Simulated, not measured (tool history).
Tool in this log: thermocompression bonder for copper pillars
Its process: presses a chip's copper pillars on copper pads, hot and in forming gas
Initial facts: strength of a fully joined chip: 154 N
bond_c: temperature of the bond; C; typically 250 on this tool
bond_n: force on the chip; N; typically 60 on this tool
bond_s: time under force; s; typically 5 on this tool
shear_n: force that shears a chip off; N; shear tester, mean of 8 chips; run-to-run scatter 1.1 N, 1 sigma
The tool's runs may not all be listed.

run,hour,bond_c,bond_n,bond_s,shear_n
1,0,250,60,5,85.8
2,6.5,250,60,5,82.7
3,13.2,250,60,5,84.4
4,17.5,250,60,5,81.8
5,26.4,250,60,5,85
6,33.9,250,60,5,82.4
# hour 36.7: heater calibrated with a thermocouple chip
7,44.1,250,60,5,81.1
8,52.4,250,60,5,81.2
# hour 55.4: heater calibrated with a thermocouple chip, once more
9,62.8,250,60,5,89.4
10,72.4,250,60,5,88.2
11,82.7,267,44,3,71.8
12,87.3,269,46,4,84.1
13,96.7,269,46,4,82.9
14,101.1,253,46,6,79.5
15,110.6,253,46,6,77.1
16,120.1,253,46,6,79

3 options for the next run, each taken on its own from the tool as it stands now. Forecast them:
A,128.9,280,76,3,?
B,128.9,253,76,4,?
C,128.9,231,66,10,?

run,shear_n
A,117.3
B,99.9
C,90.7
Without the tool's unlogged condition, the same runs would have read:
run,shear_n
A,127
B,108.3
C,98.5
